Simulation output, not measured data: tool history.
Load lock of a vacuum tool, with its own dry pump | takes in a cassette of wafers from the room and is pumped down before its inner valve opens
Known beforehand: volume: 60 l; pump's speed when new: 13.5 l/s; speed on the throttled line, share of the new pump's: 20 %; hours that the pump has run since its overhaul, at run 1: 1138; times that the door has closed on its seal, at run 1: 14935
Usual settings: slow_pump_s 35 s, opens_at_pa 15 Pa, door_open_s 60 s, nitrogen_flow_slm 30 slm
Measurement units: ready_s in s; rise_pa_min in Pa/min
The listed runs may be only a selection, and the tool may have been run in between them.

run	hour	slow_pump_s	opens_at_pa	door_open_s	nitrogen_flow_slm	hours that the pump has run since its overhaul	times that the door has closed on its seal	incoming humidity of the room's air, %	ready_s	rise_pa_min
1	0.0	35	15	60	30	1138	14935	41.2	68.0	0.019
2	264.8	35	15	60	30	1403	15379	47.0	67.1	0.014
3	473.0	35	15	60	30	1611	15728	46.2	67.7	0.015
4	719.6	35	15	60	30	1858	16142	44.9	67.8	0.021
5	1166.5	35	15	60	30	2305	16891	44.3	67.6	0.017
6	1580.1	35	15	60	30	2718	17585	46.1	67.6	0.014
7	2044.2	35	15	60	30	3182	18363	42.9	67.3	0.016
8	2359.7	35	15	60	30	3498	18892	45.8	67.0	0.019
9	2739.7	35	15	60	30	3878	19530	42.6	67.3	0.018
10	3142.6	35	15	64	5	4281	20206	45.0	67.0	0.022
11	3482.7	35	15	64	5	4621	20776	44.1	67.5	0.030
12	3780.7	28	12	65	5	4919	21276	45.8	63.4	0.029

Expected results for the next run?
13	4234.8	28	12	65	5	5373	22038	46.8	?	?

Run 13 came out at ready_s 62.3 s, rise_pa_min 0.032 Pa/min.
The same run, on a tool lacking any hidden state, would have yielded ready_s 62.3 s, rise_pa_min 0.032 Pa/min.

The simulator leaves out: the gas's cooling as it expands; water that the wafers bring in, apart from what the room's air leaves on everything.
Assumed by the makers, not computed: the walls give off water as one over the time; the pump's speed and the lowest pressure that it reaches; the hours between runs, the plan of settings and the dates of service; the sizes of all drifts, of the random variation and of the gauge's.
